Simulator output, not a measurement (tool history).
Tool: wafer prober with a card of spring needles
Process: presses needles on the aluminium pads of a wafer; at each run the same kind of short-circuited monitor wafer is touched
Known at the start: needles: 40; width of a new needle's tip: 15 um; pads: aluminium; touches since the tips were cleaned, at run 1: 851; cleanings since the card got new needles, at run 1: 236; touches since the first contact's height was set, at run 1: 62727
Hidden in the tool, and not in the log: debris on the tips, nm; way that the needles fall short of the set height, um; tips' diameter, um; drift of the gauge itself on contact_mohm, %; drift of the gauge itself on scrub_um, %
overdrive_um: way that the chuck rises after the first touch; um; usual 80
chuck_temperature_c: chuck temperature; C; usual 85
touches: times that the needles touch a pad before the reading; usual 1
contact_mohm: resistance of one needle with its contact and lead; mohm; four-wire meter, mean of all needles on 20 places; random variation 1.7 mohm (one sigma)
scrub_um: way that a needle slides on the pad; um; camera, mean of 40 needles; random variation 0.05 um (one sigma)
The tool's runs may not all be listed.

run,hour,overdrive_um,chuck_temperature_c,touches,touches since the tips were cleaned,cleanings since the card got new needles,touches since the first contact's height was set,contact_mohm,scrub_um
1,0,80,85,1,851,236,62727,207,9.94
# hour 6.3: tips cleaned on abrasive film
# hour 14.7: tips cleaned on abrasive film
# hour 25.2: tips cleaned on abrasive film
# hour 33.6: tips cleaned on abrasive film
# hour 44.1: tips cleaned on abrasive film
# hour 52.5: tips cleaned on abrasive film
2,57.6,80,32,1,1125,242,75143,207,9.89
# hour 61.9: tips cleaned on abrasive film
# hour 70.3: tips cleaned on abrasive film
# hour 80.8: tips cleaned on abrasive film
3,86.8,69,32,1,1303,245,81415,232,8.42
# hour 91: tips cleaned on abrasive film
# hour 99.4: tips cleaned on abrasive film
# hour 107.8: tips cleaned on abrasive film
# hour 116.2: tips cleaned on abrasive film
# hour 126.7: tips cleaned on abrasive film
# hour 135.1: tips cleaned on abrasive film
# hour 144: tips cleaned on abrasive film
4,144,80,85,1,0,252,93724,176,9.81
# hour 152.4: tips cleaned on abrasive film
# hour 162.9: tips cleaned on abrasive film
# hour 171.3: tips cleaned on abrasive film
5,178,73,85,1,1465,255,101062,238,8.81
# hour 180.2: tips cleaned on abrasive film
# hour 180.5: height of the first contact set anew
# hour 188.9: tips cleaned on abrasive film
# hour 197.3: tips cleaned on abrasive film
# hour 207.8: tips cleaned on abrasive film
# hour 218.3: tips cleaned on abrasive film
6,224.9,80,85,1,1454,260,9584,223,9.38
# hour 227.1: tips cleaned on abrasive film
# hour 235.5: tips cleaned on abrasive film
# hour 243.9: tips cleaned on abrasive film
# hour 254.4: tips cleaned on abrasive film
# hour 262.8: tips cleaned on abrasive film
# hour 273.3: tips cleaned on abrasive film
7,276.6,80,85,1,730,266,20700,212,9.4
# hour 282.9: tips cleaned on abrasive film
# hour 291.3: tips cleaned on abrasive film
# hour 299.7: tips cleaned on abrasive film
# hour 310: tips cleaned on abrasive film
8,310,80,85,1,0,270,27887,181,9.36
# hour 320.5: tips cleaned on abrasive film
# hour 331: tips cleaned on abrasive film
# hour 339.4: tips cleaned on abrasive film
# hour 349.9: tips cleaned on abrasive film
# hour 358.3: tips cleaned on abrasive film
# hour 368.7: tips cleaned on abrasive film
9,370,75,85,2,275,276,40808,187,8.55
# hour 378.4: tips cleaned on abrasive film
# hour 388.9: tips cleaned on abrasive film
# hour 399.4: tips cleaned on abrasive film
10,403.5,75,85,1,909,279,48040,227,8.52
# hour 409.8: tips cleaned on abrasive film
# hour 418.2: tips cleaned on abrasive film
# hour 426.6: tips cleaned on abrasive film
# hour 437.1: tips cleaned on abrasive film
# hour 445.5: tips cleaned on abrasive film
11,451.5,80,61,1,1306,284,58365,241,9.15

Forecast each of these 5 alternatives for the next run:
# hour 455.7: tips cleaned on abrasive film
# hour 466.4: height of the first contact set anew, once more
# hour 466.5: tips cleaned on abrasive film
# hour 477: tips cleaned on abrasive film
# hour 485.4: tips cleaned on abrasive film
# hour 495.9: tips cleaned on abrasive film
# hour 504.3: tips cleaned on abrasive film
# hour 514.3: tips cleaned on abrasive film
A,514.3,80,40,1,0,291,10300,?,?
# hour 455.7: tips cleaned on abrasive film
# hour 466.4: height of the first contact set anew, once more
# hour 466.5: tips cleaned on abrasive film
# hour 477: tips cleaned on abrasive film
# hour 485.4: tips cleaned on abrasive film
# hour 495.9: tips cleaned on abrasive film
# hour 504.3: tips cleaned on abrasive film
# hour 514.3: tips cleaned on abrasive film
B,514.3,93,94,2,0,291,10300,?,?
# hour 455.7: tips cleaned on abrasive film
# hour 466.4: height of the first contact set anew, once more
# hour 466.5: tips cleaned on abrasive film
# hour 477: tips cleaned on abrasive film
# hour 485.4: tips cleaned on abrasive film
# hour 495.9: tips cleaned on abrasive film
# hour 504.3: tips cleaned on abrasive film
# hour 514.3: tips cleaned on abrasive film
C,514.3,80,42,3,0,291,10300,?,?
# hour 455.7: tips cleaned on abrasive film
# hour 466.4: height of the first contact set anew, once more
# hour 466.5: tips cleaned on abrasive film
# hour 477: tips cleaned on abrasive film
# hour 485.4: tips cleaned on abrasive film
# hour 495.9: tips cleaned on abrasive film
# hour 504.3: tips cleaned on abrasive film
# hour 514.3: tips cleaned on abrasive film
D,514.3,66,85,1,0,291,10300,?,?
# hour 455.7: tips cleaned on abrasive film
# hour 466.4: height of the first contact set anew, once more
# hour 466.5: tips cleaned on abrasive film
# hour 477: tips cleaned on abrasive film
# hour 485.4: tips cleaned on abrasive film
# hour 495.9: tips cleaned on abrasive film
# hour 504.3: tips cleaned on abrasive film
# hour 514.3: tips cleaned on abrasive film
E,514.3,63,107,1,0,291,10300,?,?

run,contact_mohm,scrub_um
A,170,10.43
B,171,12.02
C,166,10.26
D,183,8.47
E,190,7.99
Without the tool's hidden state the same runs would have given:
run,contact_mohm,scrub_um
A,159,10.52
B,163,12.1
C,158,10.34
D,168,8.55
E,173,8.08
